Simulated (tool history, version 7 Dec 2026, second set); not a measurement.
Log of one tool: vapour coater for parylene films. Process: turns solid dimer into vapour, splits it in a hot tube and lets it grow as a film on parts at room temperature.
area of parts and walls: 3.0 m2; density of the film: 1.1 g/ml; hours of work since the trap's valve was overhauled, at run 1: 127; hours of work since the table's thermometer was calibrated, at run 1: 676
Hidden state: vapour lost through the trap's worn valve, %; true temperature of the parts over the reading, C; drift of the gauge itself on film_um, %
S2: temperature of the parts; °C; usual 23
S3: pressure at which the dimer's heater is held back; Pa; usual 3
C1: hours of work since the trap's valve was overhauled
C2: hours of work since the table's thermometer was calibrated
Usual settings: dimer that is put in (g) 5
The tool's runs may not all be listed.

{"run": 1, "hour": 0.0, "dimer that is put in (g)": 5, "S2": 23, "S3": 3, "C1": 127, "C2": 676, "thickness of the film (um)": 0.725}
{"run": 2, "hour": 32.6, "dimer that is put in (g)": 5, "S2": 23, "S3": 3, "C1": 155, "C2": 704, "thickness of the film (um)": 0.73}
{"run": 3, "hour": 64.4, "dimer that is put in (g)": 5, "S2": 23, "S3": 3, "C1": 182, "C2": 731, "thickness of the film (um)": 0.728}
{"run": 4, "hour": 79.5, "dimer that is put in (g)": 5, "S2": 23, "S3": 3, "C1": 195, "C2": 744, "thickness of the film (um)": 0.73}
{"run": 5, "hour": 103.6, "dimer that is put in (g)": 5, "S2": 23, "S3": 3, "C1": 216, "C2": 765, "thickness of the film (um)": 0.72}
{"run": 6, "hour": 129.8, "dimer that is put in (g)": 5, "S2": 23, "S3": 3, "C1": 238, "C2": 787, "thickness of the film (um)": 0.718}
{"run": 7, "hour": 160.2, "dimer that is put in (g)": 5, "S2": 23, "S3": 3, "C1": 264, "C2": 813, "thickness of the film (um)": 0.722}
{"run": 8, "hour": 177.3, "dimer that is put in (g)": 5, "S2": 23, "S3": 3, "C1": 278, "C2": 827, "thickness of the film (um)": 0.723}
{"run": 9, "hour": 205.7, "dimer that is put in (g)": 3, "S2": 23, "S3": 3, "C1": 303, "C2": 852, "thickness of the film (um)": 0.427}
{"run": 10, "hour": 235.3, "dimer that is put in (g)": 6, "S2": 23, "S3": 3, "C1": 328, "C2": 877, "thickness of the film (um)": 0.86}
{"run": 11, "hour": 255.6, "dimer that is put in (g)": 4, "S2": 23, "S3": 3, "C1": 345, "C2": 894, "thickness of the film (um)": 0.585}
{"run": 12, "hour": 274.1, "dimer that is put in (g)": 4, "S2": 23, "S3": 3, "C1": 361, "C2": 910, "thickness of the film (um)": 0.587}
{"run": 13, "hour": 293.8, "dimer that is put in (g)": 8, "S2": 23, "S3": 3, "C1": 378, "C2": 927, "thickness of the film (um)": 1.152}
{"run": 14, "hour": 321.8, "dimer that is put in (g)": 8, "S2": 23, "S3": 3, "C1": 401, "C2": 950, "thickness of the film (um)": 1.157}
{"run": 15, "hour": 354.2, "dimer that is put in (g)": 8, "S2": 23, "S3": 3, "C1": 429, "C2": 978, "thickness of the film (um)": 1.152}
{"run": 16, "hour": 384.0, "dimer that is put in (g)": 8, "S2": 23, "S3": 3, "C1": 454, "C2": 1003, "thickness of the film (um)": 1.156}
{"run": 17, "hour": 398.4, "dimer that is put in (g)": 8, "S2": 23, "S3": 3, "C1": 467, "C2": 1016, "thickness of the film (um)": 1.158}
{"run": 18, "hour": 430.5, "dimer that is put in (g)": 8, "S2": 23, "S3": 3, "C1": 494, "C2": 1043, "thickness of the film (um)": 1.152}
{"hour": 448.9, "done": "trap's valve overhauled"}
{"run": 19, "hour": 459.0, "dimer that is put in (g)": 5, "S2": 23, "S3": 3, "C1": 9, "C2": 1064, "thickness of the film (um)": 0.724}
{"run": 20, "hour": 487.3, "dimer that is put in (g)": 5, "S2": 23, "S3": 3, "C1": 33, "C2": 1088, "thickness of the film (um)": 0.724}
{"run": 21, "hour": 513.2, "dimer that is put in (g)": 5, "S2": 23, "S3": 7.32, "C1": 55, "C2": 1110, "thickness of the film (um)": 0.689}
{"run": 22, "hour": 527.8, "dimer that is put in (g)": 5, "S2": 23, "S3": 3, "C1": 67, "C2": 1122, "thickness of the film (um)": 0.722}
{"run": 23, "hour": 542.6, "dimer that is put in (g)": 5, "S2": 17, "S3": 3, "C1": 80, "C2": 1135, "thickness of the film (um)": 0.956}
{"run": 24, "hour": 568.4, "dimer that is put in (g)": 3, "S2": 23, "S3": 5.21, "C1": 102, "C2": 1157, "thickness of the film (um)": 0.421}
{"run": 25, "hour": 585.7, "dimer that is put in (g)": 3, "S2": 22, "S3": 5.61, "C1": 116, "C2": 1172, "thickness of the film (um)": 0.441}
{"run": 26, "hour": 616.9, "dimer that is put in (g)": 7, "S2": 26, "S3": 5.61, "C1": 143, "C2": 1198, "thickness of the film (um)": 0.846}
{"run": 27, "hour": 645.5, "dimer that is put in (g)": 5, "S2": 15, "S3": 9.88, "C1": 167, "C2": 1223, "thickness of the film (um)": 0.972}
{"run": 28, "hour": 679.5, "dimer that is put in (g)": 5, "S2": 16, "S3": 2.02, "C1": 196, "C2": 1252, "thickness of the film (um)": 1.031}
{"run": 29, "hour": 715.0, "dimer that is put in (g)": 5, "S2": 26, "S3": 11.33, "C1": 227, "C2": 1282, "thickness of the film (um)": 0.583}
{"run": 30, "hour": 732.4, "dimer that is put in (g)": 5, "S2": 26, "S3": 11.33, "C1": 241, "C2": 1297, "thickness of the film (um)": 0.585}
{"run": 31, "hour": 748.0, "dimer that is put in (g)": 6, "S2": 17, "S3": 2.66, "C1": 255, "C2": 1310, "thickness of the film (um)": 1.161}
{"run": 32, "hour": 776.1, "dimer that is put in (g)": 8, "S2": 16, "S3": 11.84, "C1": 279, "C2": 1334, "thickness of the film (um)": 1.478}
{"run": 33, "hour": 792.2, "dimer that is put in (g)": 8, "S2": 16, "S3": 11.84, "C1": 292, "C2": 1347, "thickness of the film (um)": 1.473}
{"run": 34, "hour": 820.0, "dimer that is put in (g)": 3, "S2": 23, "S3": 3, "C1": 316, "C2": 1371, "thickness of the film (um)": 0.431}
{"run": 35, "hour": 843.5, "dimer that is put in (g)": 5, "S2": 23, "S3": 11.24, "C1": 336, "C2": 1391, "thickness of the film (um)": 0.668}
{"run": 36, "hour": 865.0, "dimer that is put in (g)": 2, "S2": 15, "S3": 9.26, "C1": 354, "C2": 1409, "thickness of the film (um)": 0.389}
{"run": 37, "hour": 887.9, "dimer that is put in (g)": 5, "S2": 26, "S3": 5.71, "C1": 374, "C2": 1429, "thickness of the film (um)": 0.604}
{"run": 38, "hour": 919.6, "dimer that is put in (g)": 5, "S2": 35, "S3": 6.01, "C1": 401, "C2": 1456, "thickness of the film (um)": 0.39}
{"run": 39, "hour": 938.1, "dimer that is put in (g)": 5, "S2": 34, "S3": 9.88, "C1": 417, "C2": 1472, "thickness of the film (um)": 0.398}
{"run": 40, "hour": 964.2, "dimer that is put in (g)": 5, "S2": 16, "S3": 3, "C1": 439, "C2": 1494, "thickness of the film (um)": 1.001}
{"run": 41, "hour": 1000.0, "dimer that is put in (g)": 8, "S2": 16, "S3": 3.77, "C1": 469, "C2": 1524, "thickness of the film (um)": 1.581}
{"run": 42, "hour": 1020.8, "dimer that is put in (g)": 8, "S2": 16, "S3": 3.77, "C1": 487, "C2": 1542, "thickness of the film (um)": 1.589}
{"run": 43, "hour": 1036.0, "dimer that is put in (g)": 5, "S2": 18, "S3": 9.29, "C1": 500, "C2": 1555, "thickness of the film (um)": 0.85}
{"hour": 1049.2, "done": "trap's valve overhauled"}
{"run": 44, "hour": 1066.9, "dimer that is put in (g)": 5, "S2": 16, "S3": 10.27, "C1": 15, "C2": 1578, "thickness of the film (um)": 0.931}

Run 45 comes next. What will it give?
{"hour": 1070.8, "done": "table's thermometer calibrated"}
{"run": 45, "hour": 1088.8, "dimer that is put in (g)": 2, "S2": 20, "S3": 10.84, "C1": 33, "C2": 15, "thickness of the film (um)": "?"}

Run 45 gave thickness of the film (um) 0.314.
Without the tool's hidden state the same run would have given thickness of the film (um) 0.314.
